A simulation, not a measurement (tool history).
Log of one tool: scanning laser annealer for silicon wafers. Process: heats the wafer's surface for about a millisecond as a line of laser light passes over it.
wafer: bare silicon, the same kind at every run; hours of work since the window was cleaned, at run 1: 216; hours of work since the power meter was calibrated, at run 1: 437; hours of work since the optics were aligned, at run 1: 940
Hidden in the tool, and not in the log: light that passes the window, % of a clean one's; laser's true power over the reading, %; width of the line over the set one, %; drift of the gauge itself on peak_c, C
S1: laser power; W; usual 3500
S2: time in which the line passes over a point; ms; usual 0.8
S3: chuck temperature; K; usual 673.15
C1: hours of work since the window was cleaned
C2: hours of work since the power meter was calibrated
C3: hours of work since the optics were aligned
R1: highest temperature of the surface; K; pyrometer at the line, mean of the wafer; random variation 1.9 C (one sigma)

{"run": 1, "hour": 0.0, "S1": 3500, "S2": 0.8, "S3": 673.15, "C1": 216, "C2": 437, "C3": 940, "R1": 1377.15}
{"run": 2, "hour": 9.4, "S1": 3500, "S2": 0.8, "S3": 673.15, "C1": 221, "C2": 442, "C3": 945, "R1": 1380.15}
{"run": 3, "hour": 30.5, "S1": 3500, "S2": 0.8, "S3": 673.15, "C1": 232, "C2": 453, "C3": 956, "R1": 1379.15}
{"run": 4, "hour": 47.2, "S1": 3500, "S2": 0.8, "S3": 673.15, "C1": 241, "C2": 462, "C3": 965, "R1": 1381.15}
{"run": 5, "hour": 64.9, "S1": 3500, "S2": 0.8, "S3": 673.15, "C1": 250, "C2": 471, "C3": 974, "R1": 1375.15}
{"run": 6, "hour": 76.1, "S1": 3500, "S2": 0.8, "S3": 673.15, "C1": 256, "C2": 477, "C3": 980, "R1": 1375.15}
{"run": 7, "hour": 89.3, "S1": 3500, "S2": 0.8, "S3": 673.15, "C1": 263, "C2": 484, "C3": 987, "R1": 1375.15}
{"run": 8, "hour": 102.1, "S1": 3500, "S2": 0.8, "S3": 676.15, "C1": 270, "C2": 491, "C3": 994, "R1": 1380.15}
{"run": 9, "hour": 118.5, "S1": 3628, "S2": 0.8, "S3": 676.15, "C1": 278, "C2": 500, "C3": 1002, "R1": 1413.15}
{"run": 10, "hour": 133.1, "S1": 3628, "S2": 0.709, "S3": 676.15, "C1": 286, "C2": 507, "C3": 1010, "R1": 1371.15}
{"run": 11, "hour": 152.5, "S1": 3628, "S2": 0.709, "S3": 676.15, "C1": 296, "C2": 518, "C3": 1020, "R1": 1366.15}
{"run": 12, "hour": 162.1, "S1": 3628, "S2": 0.709, "S3": 676.15, "C1": 301, "C2": 523, "C3": 1025, "R1": 1371.15}
{"run": 13, "hour": 181.8, "S1": 3500, "S2": 0.8, "S3": 673.15, "C1": 312, "C2": 533, "C3": 1036, "R1": 1376.15}
{"run": 14, "hour": 200.5, "S1": 3500, "S2": 0.8, "S3": 673.15, "C1": 322, "C2": 543, "C3": 1046, "R1": 1375.15}
{"run": 15, "hour": 219.4, "S1": 3500, "S2": 0.8, "S3": 673.15, "C1": 332, "C2": 553, "C3": 1056, "R1": 1374.15}
{"run": 16, "hour": 229.5, "S1": 3500, "S2": 0.608, "S3": 673.15, "C1": 337, "C2": 558, "C3": 1061, "R1": 1287.15}
{"run": 17, "hour": 243.3, "S1": 2999, "S2": 0.608, "S3": 673.15, "C1": 344, "C2": 565, "C3": 1068, "R1": 1182.15}
{"run": 18, "hour": 264.1, "S1": 2999, "S2": 0.608, "S3": 673.15, "C1": 355, "C2": 576, "C3": 1079, "R1": 1178.15}
{"run": 19, "hour": 273.4, "S1": 2999, "S2": 0.608, "S3": 673.15, "C1": 360, "C2": 581, "C3": 1084, "R1": 1179.15}
{"run": 20, "hour": 291.9, "S1": 3500, "S2": 0.8, "S3": 673.15, "C1": 370, "C2": 591, "C3": 1094, "R1": 1371.15}
{"run": 21, "hour": 300.6, "S1": 3500, "S2": 0.8, "S3": 698.15, "C1": 374, "C2": 596, "C3": 1098, "R1": 1395.15}
{"run": 22, "hour": 316.3, "S1": 3500, "S2": 0.842, "S3": 680.15, "C1": 383, "C2": 604, "C3": 1107, "R1": 1399.15}
{"run": 23, "hour": 327.7, "S1": 3500, "S2": 0.66, "S3": 680.15, "C1": 389, "C2": 610, "C3": 1113, "R1": 1320.15}
{"run": 24, "hour": 339.0, "S1": 3500, "S2": 0.66, "S3": 680.15, "C1": 395, "C2": 616, "C3": 1119, "R1": 1318.15}
{"run": 25, "hour": 360.4, "S1": 3500, "S2": 0.984, "S3": 673.15, "C1": 406, "C2": 627, "C3": 1130, "R1": 1445.15}
{"run": 26, "hour": 379.2, "S1": 3500, "S2": 0.984, "S3": 673.15, "C1": 416, "C2": 637, "C3": 1140, "R1": 1441.15}
{"run": 27, "hour": 393.5, "S1": 3073, "S2": 0.862, "S3": 667.15, "C1": 423, "C2": 644, "C3": 1147, "R1": 1281.15}
{"run": 28, "hour": 404.1, "S1": 3073, "S2": 0.862, "S3": 667.15, "C1": 429, "C2": 650, "C3": 1153, "R1": 1282.15}
{"run": 29, "hour": 420.4, "S1": 3073, "S2": 0.862, "S3": 667.15, "C1": 437, "C2": 659, "C3": 1161, "R1": 1281.15}
{"run": 30, "hour": 434.7, "S1": 3784, "S2": 0.862, "S3": 667.15, "C1": 445, "C2": 666, "C3": 1169, "R1": 1462.15}
{"run": 31, "hour": 456.4, "S1": 3604, "S2": 0.596, "S3": 712.15, "C1": 456, "C2": 678, "C3": 1180, "R1": 1340.15}
{"run": 32, "hour": 475.8, "S1": 3604, "S2": 0.596, "S3": 712.15, "C1": 467, "C2": 688, "C3": 1191, "R1": 1339.15}
{"run": 33, "hour": 493.8, "S1": 3604, "S2": 0.596, "S3": 712.15, "C1": 476, "C2": 697, "C3": 1200, "R1": 1338.15}
{"run": 34, "hour": 502.5, "S1": 3848, "S2": 0.818, "S3": 694.15, "C1": 481, "C2": 702, "C3": 1205, "R1": 1483.15}
{"run": 35, "hour": 522.8, "S1": 3848, "S2": 0.818, "S3": 694.15, "C1": 491, "C2": 713, "C3": 1215, "R1": 1487.15}
{"run": 36, "hour": 534.3, "S1": 3848, "S2": 0.818, "S3": 694.15, "C1": 497, "C2": 719, "C3": 1221, "R1": 1485.15}
{"run": 37, "hour": 550.4, "S1": 3848, "S2": 0.692, "S3": 698.15, "C1": 506, "C2": 727, "C3": 1230, "R1": 1426.15}
{"run": 38, "hour": 568.9, "S1": 3848, "S2": 0.701, "S3": 636.15, "C1": 516, "C2": 737, "C3": 1240, "R1": 1369.15}
{"run": 39, "hour": 581.4, "S1": 3500, "S2": 0.639, "S3": 673.15, "C1": 522, "C2": 743, "C3": 1246, "R1": 1294.15}
{"run": 40, "hour": 594.2, "S1": 3500, "S2": 0.592, "S3": 673.15, "C1": 529, "C2": 750, "C3": 1253, "R1": 1272.15}
{"run": 41, "hour": 614.0, "S1": 3555, "S2": 0.586, "S3": 673.15, "C1": 539, "C2": 761, "C3": 1263, "R1": 1284.15}

4 ways to go on from here, each from the tool as it stands after run 41. What would each give?
{"run": "A", "hour": 630.3, "S1": 3555, "S2": 0.832, "S3": 640.15, "C1": 548, "C2": 769, "C3": 1272, "R1": "?"}
{"run": "B", "hour": 630.3, "S1": 3579, "S2": 0.586, "S3": 673.15, "C1": 548, "C2": 769, "C3": 1272, "R1": "?"}
{"run": "C", "hour": 630.3, "S1": 3188, "S2": 0.612, "S3": 673.15, "C1": 548, "C2": 769, "C3": 1272, "R1": "?"}
{"run": "D", "hour": 630.3, "S1": 3266, "S2": 0.838, "S3": 638.15, "C1": 548, "C2": 769, "C3": 1272, "R1": "?"}

run=A R1=1361.15
run=B R1=1288.15
run=C R1=1218.15
run=D R1=1287.15
Without the tool's hidden state the same runs would have given:
run=A R1=1391.15
run=B R1=1313.15
run=C R1=1241.15
run=D R1=1314.15
